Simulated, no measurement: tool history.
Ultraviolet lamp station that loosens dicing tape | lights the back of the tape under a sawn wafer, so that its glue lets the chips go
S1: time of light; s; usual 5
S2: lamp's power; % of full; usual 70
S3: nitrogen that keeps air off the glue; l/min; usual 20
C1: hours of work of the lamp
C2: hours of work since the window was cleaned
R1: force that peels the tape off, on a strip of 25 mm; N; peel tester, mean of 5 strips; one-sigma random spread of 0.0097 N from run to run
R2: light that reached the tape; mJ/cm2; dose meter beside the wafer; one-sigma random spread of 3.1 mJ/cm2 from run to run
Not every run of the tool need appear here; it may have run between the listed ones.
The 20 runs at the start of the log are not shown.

run 21 hour=1340.2 | S1=10 S2=61 S3=20 | C1=967 C2=117 | R1=0.284 R2=671
run 22 hour=1379.8 | S1=5 S2=70 S3=20 | C1=991 C2=140 | R1=0.609 R2=386
run 23 hour=1434.4 | S1=5 S2=72 S3=20 | C1=1024 C2=173 | R1=0.584 R2=384
run 24 hour=1473.3 | S1=3 S2=85 S3=15 | C1=1047 C2=197 | R1=1.233 R2=269
run 25 hour=1561.8 | S1=3 S2=85 S3=15 | C1=1101 C2=251 | R1=1.249 R2=267
run 26 hour=1612 | S1=4 S2=68 S3=7 | C1=1131 C2=281 | R1=1.697 R2=277
run 27 hour=1674.2 | S1=4 S2=68 S3=7 | C1=1169 C2=319 | R1=1.831 R2=274
-- hour=1722.1 window cleaned of glue's vapour
run 28 hour=1733.3 | S1=4 S2=63 S3=7 | C1=1204 C2=7 | R1=1.873 R2=269
run 29 hour=1795.2 | S1=8 S2=61 S3=9 | C1=1242 C2=44 | R1=0.605 R2=515
run 30 hour=1859.4 | S1=8 S2=61 S3=9 | C1=1281 C2=83 | R1=0.626 R2=498
run 31 hour=1931.9 | S1=3 S2=81 S3=6 | C1=1324 C2=127 | R1=2.116 R2=252
run 32 hour=2016.1 | S1=3 S2=73 S3=6 | C1=1375 C2=178 | R1=2.421 R2=215
run 33 hour=2053.6 | S1=8 S2=73 S3=9 | C1=1398 C2=201 | R1=0.5 R2=577
run 34 hour=2093.5 | S1=5 S2=70 S3=11 | C1=1422 C2=225 | R1=1.059 R2=339
run 35 hour=2167 | S1=6 S2=82 S3=7 | C1=1467 C2=269 | R1=0.842 R2=470
run 36 hour=2232.9 | S1=9 S2=82 S3=8 | C1=1506 C2=309 | R1=0.393 R2=688
-- hour=2300.9 window cleaned of glue's vapour
run 37 hour=2316 | S1=9 S2=79 S3=27 | C1=1556 C2=9 | R1=0.27 R2=705
run 38 hour=2379.9 | S1=9 S2=66 S3=7 | C1=1595 C2=48 | R1=0.561 R2=582
run 39 hour=2438.1 | S1=5 S2=85 S3=31 | C1=1630 C2=83 | R1=0.424 R2=413
run 40 hour=2480 | S1=5 S2=85 S3=31 | C1=1656 C2=108 | R1=0.429 R2=401
run 41 hour=2534 | S1=5 S2=85 S3=31 | C1=1688 C2=141 | R1=0.439 R2=398
run 42 hour=2614.6 | S1=2 S2=70 S3=35 | C1=1737 C2=190 | R1=2.214 R2=127
run 43 hour=2679.1 | S1=2 S2=70 S3=35 | C1=1776 C2=229 | R1=2.222 R2=123

Branching from run 43: 3 alternative next runs. What would each branch give?
-- hour=2697.3 lamp changed
run A hour=2722.2 | S1=3 S2=70 S3=23 | C1=15 C2=254 | R1=? R2=?
-- hour=2697.3 lamp changed
run B hour=2722.2 | S1=3 S2=62 S3=20 | C1=15 C2=254 | R1=? R2=?
-- hour=2697.3 lamp changed
run C hour=2722.2 | S1=8 S2=70 S3=35 | C1=15 C2=254 | R1=? R2=?

run=A R1=1.024 R2=262
run=B R1=1.276 R2=236
run=C R1=0.267 R2=719
Without the tool's hidden state the same runs would have given:
run=A R1=0.904 R2=284
run=B R1=1.138 R2=255
run=C R1=0.262 R2=777
